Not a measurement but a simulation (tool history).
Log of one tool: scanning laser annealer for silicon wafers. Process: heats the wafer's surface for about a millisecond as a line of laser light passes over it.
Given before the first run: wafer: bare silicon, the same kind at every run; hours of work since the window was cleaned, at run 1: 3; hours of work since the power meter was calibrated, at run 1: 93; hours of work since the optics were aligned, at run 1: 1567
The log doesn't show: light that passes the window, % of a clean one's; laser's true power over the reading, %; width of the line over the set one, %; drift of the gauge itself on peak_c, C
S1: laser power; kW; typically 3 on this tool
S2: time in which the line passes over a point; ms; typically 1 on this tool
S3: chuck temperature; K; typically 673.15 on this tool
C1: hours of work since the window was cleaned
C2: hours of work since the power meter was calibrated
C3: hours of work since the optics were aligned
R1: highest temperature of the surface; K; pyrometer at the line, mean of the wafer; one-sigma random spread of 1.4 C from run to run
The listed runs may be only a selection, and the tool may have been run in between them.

run	hour	S1	S2	S3	C1	C2	C3	R1
1	0	3	1	673.15	3	93	1567	1433.15
2	10.1	3	1	673.15	8	97	1571	1430.15
3	17.2	3	1	673.15	11	100	1574	1432.15
4	23.6	3	1	673.15	14	103	1577	1430.15
5	30.4	3	1	693.15	17	106	1580	1453.15
6	39	3	1	693.15	20	110	1584	1451.15
7	45.5	3	1	693.15	23	113	1587	1452.15
8	51.5	3.092	1	673.15	26	115	1589	1463.15
9	61.7	3	1	633.15	30	120	1594	1389.15
10	67.9	3	1	633.15	33	122	1596	1390.15
11	73.4	3	1	633.15	35	125	1599	1392.15
12	83	3	1	633.15	39	129	1603	1391.15
13	94.7	3	1	633.15	44	134	1608	1393.15
14	103.1	3	1	707.15	48	137	1611	1464.15
15	112.4	3	1	707.15	52	141	1615	1466.15
16	119.7	2.895	0.76	664.15	55	144	1619	1304.15
17	128.3	2.895	0.76	664.15	59	148	1622	1305.15
18	134.5	2.895	0.76	664.15	61	151	1625	1303.15
19	143.3	3	1	641.15	65	155	1629	1398.15
20	148.7	3.185	1	685.15	67	157	1631	1508.15
21	158.4	3.185	1	685.15	72	161	1635	1505.15
22	167.9	3.185	1	685.15	76	165	1639	1504.15
23	174.9	3	0.73	655.15	79	168	1642	1312.15
24	183.8	3	0.73	655.15	82	172	1646	1312.15
25	193.1	2.702	1.09	639.15	86	176	1650	1324.15
26	204.7	3.184	1.09	710.15	91	181	1655	1562.15
27	212.7	3.184	1.09	710.15	95	184	1659	1564.15
28	224.5	3.184	1.09	710.15	100	190	1664	1563.15
29	231.5	3.293	1.18	667.15	103	193	1667	1592.15
30	238.5	3.293	1.18	667.15	106	196	1670	1593.15

Predict each of these 5 candidate next runs independently; none follows another, all start after run 30:
A	249.5	3.293	1.2	667.15	111	200	1674	?
B	249.5	2.788	1	653.15	111	200	1674	?
C	249.5	3	1	655.15	111	200	1674	?
D	249.5	3	1.14	689.15	111	200	1674	?
E	249.5	3.293	0.98	667.15	111	200	1674	?

run	R1
A	1597.15
B	1341.15
C	1414.15
D	1493.15
E	1517.15
Stripped of hidden state, with their random variation kept, the same runs would have yielded:
run	R1
A	1597.15
B	1341.15
C	1415.15
D	1493.15
E	1517.15
